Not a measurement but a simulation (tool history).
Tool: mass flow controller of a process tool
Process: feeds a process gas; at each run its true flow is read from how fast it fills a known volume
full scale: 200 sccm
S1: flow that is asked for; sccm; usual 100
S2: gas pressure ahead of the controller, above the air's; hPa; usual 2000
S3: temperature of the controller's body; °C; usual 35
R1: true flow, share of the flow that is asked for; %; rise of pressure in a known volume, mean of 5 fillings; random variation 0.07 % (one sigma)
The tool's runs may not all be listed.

{"run": 1, "hour": 0.0, "S1": 100, "S2": 2000, "S3": 35, "R1": 97.45}
{"run": 2, "hour": 356.9, "S1": 100, "S2": 2000, "S3": 35, "R1": 97.52}
{"run": 3, "hour": 636.0, "S1": 100, "S2": 2000, "S3": 21, "R1": 98.08}
{"run": 4, "hour": 840.1, "S1": 100, "S2": 2000, "S3": 21, "R1": 98.02}
{"run": 5, "hour": 1178.9, "S1": 33, "S2": 2000, "S3": 21, "R1": 98.77}
{"run": 6, "hour": 1539.3, "S1": 100, "S2": 2000, "S3": 35, "R1": 97.45}
{"run": 7, "hour": 1888.8, "S1": 100, "S2": 2000, "S3": 35, "R1": 97.39}
{"run": 8, "hour": 2138.2, "S1": 187, "S2": 2440, "S3": 35, "R1": 97.69}
{"run": 9, "hour": 2379.3, "S1": 187, "S2": 2440, "S3": 35, "R1": 97.65}
{"run": 10, "hour": 2645.8, "S1": 36, "S2": 2240, "S3": 35, "R1": 98.31}
{"run": 11, "hour": 2815.5, "S1": 68, "S2": 1800, "S3": 35, "R1": 97.77}
{"hour": 3146.0, "done": "controller's zero set anew"}
{"run": 12, "hour": 3165.8, "S1": 150, "S2": 2590, "S3": 39, "R1": 96.53}
{"run": 13, "hour": 3332.4, "S1": 36, "S2": 2700, "S3": 32, "R1": 95.85}
{"run": 14, "hour": 3503.5, "S1": 36, "S2": 1520, "S3": 32, "R1": 96.64}

The same runs without the tool's hidden state, with the same run-to-run variation:
The hidden state here: flow at rest that the sensor doesn't see, % of full scale; true flow over the shown one, %; drift of the gauge itself on true_pct, %.
run=1 R1=98.65
run=2 R1=98.72
run=3 R1=99.29
run=4 R1=99.23
run=5 R1=98.86
run=6 R1=98.65
run=7 R1=98.6
run=8 R1=99.24
run=9 R1=99.21
run=10 R1=98.04
run=11 R1=98.56
run=12 R1=98.62
run=13 R1=97.82
run=14 R1=98.56
